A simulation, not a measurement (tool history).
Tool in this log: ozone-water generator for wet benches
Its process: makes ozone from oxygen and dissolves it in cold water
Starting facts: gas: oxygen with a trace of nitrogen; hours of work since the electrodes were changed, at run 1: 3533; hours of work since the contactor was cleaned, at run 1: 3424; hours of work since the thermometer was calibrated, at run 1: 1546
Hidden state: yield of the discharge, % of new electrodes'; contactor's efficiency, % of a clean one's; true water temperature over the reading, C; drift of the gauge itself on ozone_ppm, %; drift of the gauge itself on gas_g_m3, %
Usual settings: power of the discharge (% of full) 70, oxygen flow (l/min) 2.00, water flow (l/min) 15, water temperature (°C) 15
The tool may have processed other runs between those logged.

run,hour,power of the discharge (% of full),oxygen flow (l/min),water flow (l/min),water temperature (°C),hours of work since the electrodes were changed,hours of work since the contactor was cleaned,hours of work since the thermometer was calibrated,dissolved ozone (ppm),ozone in the gas ahead of the water (g/m3)
1,0.0,70,2.00,15,15,3533,3424,1546,12.8,188.1
2,119.0,70,2.00,15,15,3606,3497,1619,12.7,188.8
3,197.5,56,2.00,15,15,3654,3544,1667,11.1,160.0
4,304.3,70,2.00,15,15,3719,3610,1732,12.9,188.1
5,445.9,70,2.00,15,15,3805,3696,1818,12.8,186.0
6,527.8,70,2.00,15,15,3855,3746,1868,12.7,186.8
7,639.2,70,2.00,15,15,3923,3814,1936,12.6,186.3
8,702.0,70,2.00,15,15,3961,3852,1974,12.5,185.6
9,804.2,70,2.00,15,15,4024,3914,2037,12.5,185.5
10,899.1,70,2.00,15,15,4081,3972,2095,12.5,185.0
11,984.9,70,2.00,15,15,4134,4024,2147,12.4,186.2
12,1105.3,70,2.00,15,12,4207,4098,2220,13.0,185.7
13,1230.7,70,2.00,17,15,4284,4174,2297,11.1,185.1
14,1310.7,70,2.00,17,15,4332,4223,2346,10.9,186.6
15,1415.6,70,2.00,15,15,4396,4287,2410,12.6,187.0
16,1525.2,70,2.00,15,15,4463,4354,2476,12.2,185.5
17,1623.1,61,2.00,15,15,4523,4414,2536,11.4,168.8
18,1711.1,61,2.00,15,15,4577,4467,2590,11.5,167.5
19,1799.8,60,2.00,15,19,4631,4521,2644,11.1,167.3
20,1939.4,45,3.19,15,10,4716,4606,2729,10.3,102.4
21,2022.2,45,3.19,15,10,4766,4657,2779,10.0,103.5
# hour 2034.9: water thermometer calibrated
22,2097.3,45,3.19,15,10,4812,4702,38,10.0,103.8
23,2206.7,83,3.19,21,10,4878,4769,105,10.4,151.4
24,2287.9,71,2.24,9,13,4928,4819,154,21.1,172.9
25,2415.2,70,2.00,14,13,5006,4896,232,13.1,183.5
# hour 2485.2: contactor cleaned
26,2490.7,97,2.00,15,15,5049,3,275,15.8,225.1
27,2631.5,65,2.14,11,14,5135,89,361,17.0,168.3
# hour 2704.3: water thermometer calibrated, once more
28,2759.8,70,2.00,15,9,5213,167,34,13.4,183.1
29,2829.6,70,2.00,14,9,5255,210,76,14.4,182.0
30,2966.6,70,2.00,14,12,5339,293,160,14.0,181.2
31,3030.7,62,3.39,13,19,5378,332,199,13.0,122.5
32,3110.1,73,1.49,13,19,5426,381,247,14.3,226.6
33,3221.0,61,2.24,16,13,5494,448,315,11.2,153.4

3 ways to go on from here, each from the tool as it stands after run 33. What would each give?
A,3280.8,55,1.75,16,13,5531,485,351,?,?
B,3280.8,42,1.57,16,15,5531,485,351,?,?
C,3280.8,61,2.36,16,11,5531,485,351,?,?

run,dissolved ozone (ppm),ozone in the gas ahead of the water (g/m3)
A,10.2,169.1
B,8.2,152.0
C,11.5,151.4
Stripped of hidden state, with their random variation kept, the same runs would have yielded:
run,dissolved ozone (ppm),ozone in the gas ahead of the water (g/m3)
A,11.1,182.6
B,8.8,161.4
C,12.6,164.4
